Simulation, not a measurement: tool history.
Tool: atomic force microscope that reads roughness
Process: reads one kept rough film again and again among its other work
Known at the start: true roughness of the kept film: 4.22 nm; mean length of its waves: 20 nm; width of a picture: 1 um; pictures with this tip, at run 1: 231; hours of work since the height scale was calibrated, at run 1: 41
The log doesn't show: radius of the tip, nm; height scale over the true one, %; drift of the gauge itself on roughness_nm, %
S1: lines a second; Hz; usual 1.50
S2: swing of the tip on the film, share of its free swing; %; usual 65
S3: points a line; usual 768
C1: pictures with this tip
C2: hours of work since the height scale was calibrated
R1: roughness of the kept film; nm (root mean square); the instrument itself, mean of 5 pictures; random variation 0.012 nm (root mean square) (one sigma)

{"run": 1, "hour": 0.0, "S1": 1.5, "S2": 65, "S3": 768, "C1": 231, "C2": 41, "R1": 1.84}
{"hour": 1.6, "done": "new tip fitted"}
{"run": 2, "hour": 16.2, "S1": 1.5, "S2": 65, "S3": 768, "C1": 27, "C2": 49, "R1": 2.566}
{"run": 3, "hour": 25.5, "S1": 1.5, "S2": 65, "S3": 768, "C1": 44, "C2": 54, "R1": 2.498}
{"run": 4, "hour": 38.7, "S1": 1.5, "S2": 65, "S3": 768, "C1": 69, "C2": 61, "R1": 2.372}
{"run": 5, "hour": 48.8, "S1": 1.5, "S2": 65, "S3": 768, "C1": 88, "C2": 67, "R1": 2.276}
{"run": 6, "hour": 56.6, "S1": 1.5, "S2": 65, "S3": 768, "C1": 102, "C2": 71, "R1": 2.211}
{"run": 7, "hour": 70.0, "S1": 1.5, "S2": 65, "S3": 768, "C1": 127, "C2": 78, "R1": 2.141}
{"run": 8, "hour": 79.0, "S1": 0.98, "S2": 65, "S3": 768, "C1": 144, "C2": 83, "R1": 2.111}
{"run": 9, "hour": 91.5, "S1": 0.98, "S2": 65, "S3": 768, "C1": 167, "C2": 90, "R1": 2.029}
{"run": 10, "hour": 107.4, "S1": 0.98, "S2": 65, "S3": 768, "C1": 196, "C2": 99, "R1": 1.947}
{"run": 11, "hour": 119.9, "S1": 0.98, "S2": 65, "S3": 768, "C1": 219, "C2": 106, "R1": 1.877}
{"hour": 122.5, "done": "height scale calibrated on a step standard"}
{"hour": 129.1, "done": "new tip fitted"}
{"run": 12, "hour": 136.9, "S1": 0.98, "S2": 65, "S3": 768, "C1": 14, "C2": 8, "R1": 2.756}
{"run": 13, "hour": 145.3, "S1": 0.98, "S2": 58, "S3": 480, "C1": 30, "C2": 12, "R1": 2.675}
{"run": 14, "hour": 156.1, "S1": 0.98, "S2": 58, "S3": 480, "C1": 50, "C2": 18, "R1": 2.578}
{"run": 15, "hour": 163.8, "S1": 1.74, "S2": 69, "S3": 817, "C1": 64, "C2": 22, "R1": 2.36}
{"run": 16, "hour": 176.9, "S1": 1.64, "S2": 69, "S3": 605, "C1": 88, "C2": 29, "R1": 2.257}
{"run": 17, "hour": 186.7, "S1": 1.15, "S2": 65, "S3": 658, "C1": 106, "C2": 35, "R1": 2.251}
{"run": 18, "hour": 199.1, "S1": 1.15, "S2": 65, "S3": 658, "C1": 129, "C2": 41, "R1": 2.154}
{"hour": 202.5, "done": "height scale calibrated on a step standard, once more"}
{"run": 19, "hour": 211.6, "S1": 1.15, "S2": 65, "S3": 658, "C1": 151, "C2": 5, "R1": 2.088}
{"run": 20, "hour": 223.9, "S1": 1.05, "S2": 65, "S3": 810, "C1": 173, "C2": 12, "R1": 2.007}
{"run": 21, "hour": 232.4, "S1": 1.05, "S2": 65, "S3": 810, "C1": 189, "C2": 16, "R1": 1.941}

The next listed run, before its measurement:
{"run": 22, "hour": 247.7, "S1": 1.83, "S2": 65, "S3": 262, "C1": 218, "C2": 25, "R1": "?"}

Run 22 gave R1 1.749 nm (root mean square).
Without the tool's hidden state the same run would have given R1 2.667 nm (root mean square).

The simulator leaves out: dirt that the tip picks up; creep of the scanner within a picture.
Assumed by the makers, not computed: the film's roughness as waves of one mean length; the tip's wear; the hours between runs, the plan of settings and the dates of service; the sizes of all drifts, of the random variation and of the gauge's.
